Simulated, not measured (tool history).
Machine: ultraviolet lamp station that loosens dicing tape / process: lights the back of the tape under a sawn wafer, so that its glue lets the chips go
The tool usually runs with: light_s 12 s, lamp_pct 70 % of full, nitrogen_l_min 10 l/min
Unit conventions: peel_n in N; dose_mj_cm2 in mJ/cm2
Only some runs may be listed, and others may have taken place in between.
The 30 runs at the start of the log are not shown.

| run | hour | light_s | lamp_pct | nitrogen_l_min | peel_n | dose_mj_cm2 |
|---|---|---|---|---|---|---|
|  | 1258.1 | lamp changed |
| 31 | 1267 | 22 | 61 | 5 | 0.706 | 693 |
| 32 | 1316.5 | 22 | 61 | 11 | 0.308 | 674 |
| 33 | 1342.5 | 7 | 99 | 11 | 1.505 | 350 |
| 34 | 1402.2 | 17 | 84 | 7 | 0.449 | 708 |
| 35 | 1460.3 | 17 | 98 | 4 | 0.596 | 815 |
| 36 | 1494.1 | 12 | 64 | 3 | 3.417 | 367 |
| 37 | 1545.4 | 12 | 99 | 10 | 0.553 | 555 |
| 38 | 1594.2 | 7 | 72 | 4 | 4.534 | 237 |
| 39 | 1630.5 | 15 | 70 | 7 | 1.12 | 487 |
| 40 | 1657.5 | 12 | 84 | 3 | 2.544 | 458 |
| 41 | 1714.6 | 12 | 84 | 3 | 2.561 | 451 |

Here are 5 independent what-if runs from the current tool condition. What would each one return?
| A | 1756.4 | 7 | 76 | 3 | ? | ? |
| B | 1756.4 | 12 | 66 | 3 | ? | ? |
| C | 1756.4 | 12 | 84 | 6 | ? | ? |
| D | 1756.4 | 8 | 80 | 9 | ? | ? |
| E | 1756.4 | 24 | 91 | 17 | ? | ? |

| run | peel_n | dose_mj_cm2 |
|---|---|---|
| A | 5.08 | 237 |
| B | 3.433 | 354 |
| C | 1.455 | 450 |
| D | 2.422 | 283 |
| E | 0.137 | 974 |
What these runs would have given with no unlogged condition in the tool:
| run | peel_n | dose_mj_cm2 |
|---|---|---|
| A | 4.345 | 284 |
| B | 2.729 | 423 |
| C | 1.001 | 538 |
| D | 1.803 | 338 |
| E | 0.129 | 1165 |

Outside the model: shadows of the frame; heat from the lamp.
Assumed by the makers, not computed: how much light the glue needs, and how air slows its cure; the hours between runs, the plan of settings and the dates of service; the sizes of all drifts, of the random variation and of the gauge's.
